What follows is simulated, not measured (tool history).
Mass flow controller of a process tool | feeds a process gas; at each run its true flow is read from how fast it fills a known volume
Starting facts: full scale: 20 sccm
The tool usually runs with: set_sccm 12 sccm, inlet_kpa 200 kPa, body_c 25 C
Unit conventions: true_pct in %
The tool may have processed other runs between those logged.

| run | hour | set_sccm | inlet_kpa | body_c | true_pct |
|---|---|---|---|---|---|
| 1 | 0 | 12 | 200 | 25 | 98.71 |
| 2 | 460.7 | 12 | 200 | 25 | 98.72 |
| 3 | 941.1 | 12 | 200 | 25 | 98.68 |
| 4 | 1248.7 | 12 | 200 | 25 | 98.8 |
| 5 | 1537.9 | 15 | 200 | 25 | 99.15 |
| 6 | 1909.1 | 15 | 200 | 25 | 99.17 |
| 7 | 2275.7 | 15 | 200 | 25 | 99.23 |
| 8 | 2560.1 | 15 | 200 | 25 | 99.19 |
| 9 | 2948.6 | 12 | 200 | 25 | 98.71 |
| 10 | 3349.8 | 3 | 200 | 25 | 97.34 |
| 11 | 3815.2 | 3 | 200 | 25 | 97.32 |
| 12 | 4035.5 | 3 | 200 | 25 | 97.29 |
| 13 | 4402.7 | 3 | 200 | 25 | 97.27 |
| 14 | 4670.2 | 3 | 200 | 25 | 97.36 |
| 15 | 4957.9 | 3 | 200 | 25 | 97.39 |
| 16 | 5312 | 11 | 252 | 40 | 99.23 |
| 17 | 5715.3 | 5 | 160 | 38 | 97.85 |

Run 18 comes next. What will it give?
| 18 | 6092.5 | 3 | 255 | 31 | ? |

{"run 18": {"true_pct": 97.66}}
On a tool with no hidden condition, and with the same random variation, this run would have come out at true_pct 97.64 %.
